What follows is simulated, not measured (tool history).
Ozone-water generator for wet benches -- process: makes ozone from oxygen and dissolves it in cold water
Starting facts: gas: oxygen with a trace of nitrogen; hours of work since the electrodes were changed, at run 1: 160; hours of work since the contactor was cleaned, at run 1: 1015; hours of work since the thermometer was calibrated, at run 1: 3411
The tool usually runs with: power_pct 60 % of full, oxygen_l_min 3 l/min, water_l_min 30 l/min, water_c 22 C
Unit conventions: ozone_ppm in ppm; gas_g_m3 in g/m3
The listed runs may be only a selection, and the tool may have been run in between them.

run   hour  power_pct  oxygen_l_min  water_l_min  water_c  hours of work since the electrodes were changed  hours of work since the contactor was cleaned  hours of work since the thermometer was calibrated  ozone_ppm  gas_g_m3
  1      0         60             3           30       22                                              160                                           1015                                                3411       10.5     207.2
  2   27.3         57             3           30       22                                              182                                           1037                                                3433         10     198.4
  3   45.7         72             3           30       22                                              196                                           1051                                                3447       11.5     232.1
  4   78.2         72             3           30       22                                              223                                           1078                                                3473       11.5     231.9
      99.8  -- water thermometer calibrated
  5    110         60             3           30       22                                              248                                           1103                                                   8       10.3     205.7
  6  141.8         60             3           30       22                                              273                                           1128                                                  34       10.2     205.3
  7  166.1         60             3           30       22                                              293                                           1148                                                  53       10.6     204.9
  8  195.3         60             3           30       22                                              316                                           1171                                                  77       10.4     202.5
  9  233.8         99             3           30       22                                              347                                           1202                                                 107       14.2     281.7
 10  260.7         99             3           30       22                                              368                                           1223                                                 129       13.9     282.3
       281  -- water thermometer calibrated, once more
 11  292.2         99             3           30       22                                              393                                           1248                                                   9       14.5     285.1
 12  329.9         99             3           30       22                                              423                                           1278                                                  39       14.1       284
 13  356.6         99             3           34       22                                              445                                           1300                                                  61       12.6     283.3
 14  375.3         99             3           34       22                                              460                                           1315                                                  76       12.7     280.8
 15  408.9         60             3           30       22                                              487                                           1342                                                 102       10.2       204
 16  431.3         60             3           30       22                                              505                                           1360                                                 121       10.4     202.5
 17  462.5         61          2.83           25       26                                              530                                           1385                                                 145       11.3     210.4
 18  484.7         61          2.83           25       26                                              548                                           1402                                                 163       11.3     208.3
 19  523.5         64             3           28       22                                              579                                           1434                                                 194       11.2       214
 20  561.5         64             3           28       22                                              609                                           1464                                                 225       11.1     210.4
 21  581.6         59          3.36           41       26                                              625                                           1480                                                 241        7.5     191.7
 22  606.5         54          4.36           36       27                                              645                                           1500                                                 261        8.6     165.1
 23  645.2         57          4.36           36       25                                              676                                           1531                                                 292        9.4     170.9
 24    677         60          2.04           36       24                                              702                                           1557                                                 317          7     235.1
 25  703.6         58          4.23           30       22                                              723                                           1578                                                 339         11     174.4
 26  740.2         58          4.23           30       22                                              752                                           1607                                                 368       11.1     174.1
 27  758.8         58          4.23           30       22                                              767                                           1622                                                 383         11     174.5
 28    794         61             4           30       29                                              795                                           1650                                                 411       10.5     182.6
 29  829.2         60           4.5           30       29                                              824                                           1679                                                 439       10.6     171.6
 30  867.7         81           4.5           30       15                                              855                                           1709                                                 470       14.9       209
 31  900.7         79          4.41           19       17                                              881                                           1736                                                 497       20.9       207
 32  919.9         60          1.53           30       19                                              896                                           1751                                                 512        7.7     258.3

The same runs without the tool's hidden state, with the same run-to-run variation:
The tool's hidden condition here consists of: yield of the discharge, % of new electrodes'; contactor's efficiency, % of a clean one's; true water temperature over the reading, C; drift of the gauge itself on ozone_ppm, %; drift of the gauge itself on gas_g_m3, %.
run  ozone_ppm  gas_g_m3
  1         11     210.4
  2       10.4     201.6
  3         12     236.7
  4       12.1     236.7
  5       10.8     209.7
  6       10.7     209.5
  7       11.1     209.3
  8         11     206.9
  9       15.1     290.7
 10       14.9     291.6
 11       15.4     294.9
 12       15.1     294.2
 13       13.4     293.7
 14       13.6     291.4
 15       10.8     209.8
 16       11.1     208.4
 17         12     216.8
 18         12     214.8
 19         12     221.2
 20       11.9     217.7
 21          8     198.1
 22        9.2     170.3
 23       10.1     176.8
 24        7.5     243.7
 25       11.9     180.8
 26         12     180.7
 27       11.8     181.2
 28       11.4     190.1
 29       11.5     178.7
 30       16.3       220
 31       22.8       218
 32        8.4     269.8
